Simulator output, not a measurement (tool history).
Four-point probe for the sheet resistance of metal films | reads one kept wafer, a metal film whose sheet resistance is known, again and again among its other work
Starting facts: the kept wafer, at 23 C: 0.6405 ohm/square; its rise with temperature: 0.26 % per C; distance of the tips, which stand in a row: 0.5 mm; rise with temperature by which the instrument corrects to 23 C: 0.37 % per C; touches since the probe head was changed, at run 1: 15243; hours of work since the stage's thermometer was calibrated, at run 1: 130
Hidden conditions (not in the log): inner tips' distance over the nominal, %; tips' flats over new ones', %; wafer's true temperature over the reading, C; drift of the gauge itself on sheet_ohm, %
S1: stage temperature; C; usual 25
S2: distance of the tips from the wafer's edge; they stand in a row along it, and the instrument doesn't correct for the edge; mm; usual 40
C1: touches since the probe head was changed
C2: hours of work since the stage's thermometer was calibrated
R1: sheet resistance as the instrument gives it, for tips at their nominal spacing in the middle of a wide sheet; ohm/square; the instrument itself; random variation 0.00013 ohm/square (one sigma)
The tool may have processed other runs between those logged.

run 1 hour=0.0 | S1=25 S2=40 | C1=15243 C2=130 | R1=0.639494
run 2 hour=54.2 | S1=25 S2=40 | C1=16083 C2=167 | R1=0.639363
run 3 hour=112.9 | S1=25 S2=8 | C1=16994 C2=208 | R1=0.640459
run 4 hour=179.9 | S1=25 S2=8 | C1=18032 C2=254 | R1=0.640426
run 5 hour=265.3 | S1=25 S2=40 | C1=19356 C2=314 | R1=0.639134
run 6 hour=335.2 | S1=23 S2=40 | C1=20440 C2=362 | R1=0.640459
run 7 hour=424.5 | S1=23 S2=40 | C1=21825 C2=424 | R1=0.640474
run 8 hour=502.3 | S1=25 S2=25 | C1=23032 C2=478 | R1=0.639258
run 9 hour=555.4 | S1=25 S2=25 | C1=23855 C2=515 | R1=0.639393
run 10 hour=612.3 | S1=25 S2=40 | C1=24737 C2=554 | R1=0.639153
run 11 hour=683.5 | S1=25 S2=40 | C1=25841 C2=603 | R1=0.638928
run 12 hour=724.3 | S1=20 S2=60 | C1=26473 C2=632 | R1=0.642839
run 13 hour=802.0 | S1=20 S2=60 | C1=27677 C2=685 | R1=0.642650
run 14 hour=869.8 | S1=34 S2=3 | C1=28729 C2=732 | R1=0.642073
run 15 hour=922.9 | S1=34 S2=3 | C1=29552 C2=769 | R1=0.642234
run 16 hour=996.6 | S1=21 S2=13 | C1=30695 C2=820 | R1=0.642466
run 17 hour=1059.8 | S1=21 S2=13 | C1=31675 C2=864 | R1=0.642548
run 18 hour=1125.7 | S1=26 S2=3 | C1=32697 C2=910 | R1=0.647677
run 19 hour=1163.1 | S1=26 S2=3 | C1=33276 C2=935 | R1=0.647940
run 20 hour=1213.9 | S1=21 S2=16 | C1=34064 C2=971 | R1=0.642419
run 21 hour=1281.5 | S1=20 S2=5 | C1=35112 C2=1017 | R1=0.646075

Here are 5 independent what-if runs from the current tool condition. What would each one return?
run A hour=1372.8 | S1=20 S2=5 | C1=36527 C2=1081 | R1=?
run B hour=1372.8 | S1=25 S2=9 | C1=36527 C2=1081 | R1=?
run C hour=1372.8 | S1=21 S2=7 | C1=36527 C2=1081 | R1=?
run D hour=1372.8 | S1=22 S2=40 | C1=36527 C2=1081 | R1=?
run E hour=1372.8 | S1=25 S2=60 | C1=36527 C2=1081 | R1=?

run=A R1=0.646040
run=B R1=0.640299
run=C R1=0.643875
run=D R1=0.641371
run=E R1=0.639163
Without the tool's unlogged condition, the same runs would have read:
run=A R1=0.646022
run=B R1=0.640282
run=C R1=0.643858
run=D R1=0.641354
run=E R1=0.639146

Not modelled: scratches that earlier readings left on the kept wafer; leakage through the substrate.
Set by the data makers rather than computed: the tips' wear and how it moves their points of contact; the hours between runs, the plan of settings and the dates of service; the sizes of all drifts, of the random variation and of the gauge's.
